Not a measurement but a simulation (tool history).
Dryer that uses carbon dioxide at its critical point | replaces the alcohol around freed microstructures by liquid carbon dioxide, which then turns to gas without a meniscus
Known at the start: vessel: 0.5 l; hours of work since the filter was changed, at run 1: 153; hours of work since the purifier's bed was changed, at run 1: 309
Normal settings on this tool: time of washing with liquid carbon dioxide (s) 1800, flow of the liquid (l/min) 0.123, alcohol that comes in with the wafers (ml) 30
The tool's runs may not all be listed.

run    day  time of washing with liquid carbon dioxide (s)  flow of the liquid (l/min)  alcohol that comes in with the wafers (ml)  hours of work since the filter was changed  hours of work since the purifier's bed was changed  alcohol left in the vessel before it's heated (ppm by volume)
  1  0.000                                            1800                       0.123                                          30                                         153                                                 309                                                             95
  2  0.217                                            1800                       0.123                                          30                                         157                                                 312                                                             88
  3  0.558                                            1800                       0.123                                          30                                         163                                                 318                                                            105
  4  0.862                                            1800                       0.086                                          30                                         168                                                 324                                                            509
  5  1.083                                            1800                       0.086                                          30                                         172                                                 328                                                            511
  6  1.412                                            1800                       0.086                                          30                                         178                                                 334                                                            503
  7  1.600                                            1800                       0.123                                          82                                         181                                                 337                                                            206
  8  2.021                                            1800                       0.092                                          82                                         189                                                 344                                                           1021
  9  2.367                                            1800                       0.123                                          78                                         195                                                 350                                                            201
 10  2.754                                            1800                       0.123                                          78                                         202                                                 357                                                            209
 11  3.038                                            1800                       0.123                                          78                                         207                                                 362                                                            217
 12  3.362                                            1800                       0.123                                          78                                         212                                                 368                                                            220
 13  3.629                                            1800                       0.123                                          78                                         217                                                 373                                                            216
 14  3.846                                            1800                       0.123                                          78                                         221                                                 377                                                            224
 15  4.258                                            1800                       0.123                                          78                                         228                                                 384                                                            220
 16  4.525                                            1800                       0.123                                          78                                         233                                                 389                                                            236
 17  4.821                                            2700                       0.090                                          30                                         238                                                 394                                                             88
 18  5.242                                            1200                       0.205                                          30                                         246                                                 401                                                             73
     5.321  -- inlet filter changed
 19  5.712                                            1800                       0.205                                          30                                           7                                                 409                                                             46
 20  6.004                                            1200                       0.123                                          55                                          12                                                 414                                                            949
 21  6.229                                            1200                       0.123                                          55                                          16                                                 418                                                            977
 22  6.492                                            1680                       0.101                                          64                                          21                                                 423                                                            572
 23  6.812                                            2040                       0.133                                          30                                          26                                                 428                                                             64
 24  7.058                                            1200                       0.138                                          41                                          31                                                 433                                                            431
 25  7.317                                            1320                       0.136                                          46                                          35                                                 437                                                            333
 26  7.729                                            1980                       0.075                                          20                                          43                                                 445                                                            383
 27  8.117                                            1800                       0.166                                         119                                          49                                                 451                                                             64
 28  8.367                                            2340                       0.185                                          30                                          54                                                 456                                                             50
 29  8.746                                            1380                       0.141                                          30                                          61                                                 463                                                            171
 30  9.154                                            1380                       0.141                                          47                                          68                                                 470                                                            242
 31  9.558                                            1380                       0.141                                          47                                          75                                                 477                                                            241

What differs in the tool's unlogged condition from the final listed run ahead of each entry between runs to the first listed run following it?
Logged between run 18 and run 19: inlet filter changed (day 5.321)
  flow that reaches the vessel past the clogged filter, %: 92.6 -> 99; alcohol in the recycled carbon dioxide, ppm: 44.8 -> 45.6
  measured less the result without the state, alcohol left in the vessel before it's heated (ppm by volume): +57 -> +41

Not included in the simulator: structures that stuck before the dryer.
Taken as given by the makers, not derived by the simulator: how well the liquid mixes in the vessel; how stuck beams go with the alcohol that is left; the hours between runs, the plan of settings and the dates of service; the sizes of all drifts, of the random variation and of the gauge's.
